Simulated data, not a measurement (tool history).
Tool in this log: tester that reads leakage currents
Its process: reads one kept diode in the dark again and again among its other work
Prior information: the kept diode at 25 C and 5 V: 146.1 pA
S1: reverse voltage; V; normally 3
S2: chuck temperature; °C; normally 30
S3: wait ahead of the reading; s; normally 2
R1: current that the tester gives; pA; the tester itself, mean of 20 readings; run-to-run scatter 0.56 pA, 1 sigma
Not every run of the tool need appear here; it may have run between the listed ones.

run	day	S1	S2	S3	R1
1	0	3	30	2	167.13
2	4.104	3	30	2	166.25
3	6.288	3	30	2	166.94
4	11.254	4.05	30	2	182.75
5	16.55	4.05	30	2	181.47
6	19.467	3	30	2	163.29
7	22.383	3	30	2	164.36
8	25.033	3	30	2	163.35
9	29.629	3	30	2	162.28
10	34.3	3	30	2	161.96
# day 39.417: chuck's temperature calibrated
11	39.417	3	30	0.33	189.7
12	43.029	3	30	0.33	190
13	46.45	3	30	0.33	188.55
14	50.475	3	30	0.33	187.35
15	55.412	3	30	0.33	186.04
16	60.121	1.24	30	2	137.14
17	64.921	2.25	30	2	167.43
# day 66.7: probe card cleaned and baked
18	68.554	3	31	2	193.75
19	71.45	3	31	2	193.93
20	75.358	3	31	2	192.32
21	80.246	3	31	2	190.76
22	82.783	5.39	30	2.79	215.61
23	86.6	3	22	0.8	92.34
24	90.783	3	22	0.8	92.64
25	94.858	3	42	2	431.5
26	99.35	3	54	2	994.09
27	104.412	3	54	2	992.53
28	107.562	3.98	23	1.28	108.93
29	110.5	7.95	30	0.36	239.28
30	114.946	5.45	20	2	93.34
31	118.821	5.45	45	3.11	635.55
32	122.108	5.45	20	4.3	93.42
33	125.354	5.45	20	4.3	93.56
34	128.625	8.62	54	2	1364.74
35	133.096	14.2	30	5.17	283.52
36	137.562	6.63	38	0.6	401.26
37	142.217	6.63	38	0.6	399.38
38	146.7	6.63	37	0.6	369.52
39	151.95	1.17	27	2.34	95.34

Alternative continuations, all from the tool just after run 39; predict every row:
A	156.608	3.44	30	5.68	?
B	156.608	3	30	0.86	?
C	156.608	7.86	56	2.34	?

run	R1
A	173.49
B	165.47
C	1477.25
With no hidden state in the tool, these same runs would have given:
run	R1
A	193.63
B	184.83
C	1631.38
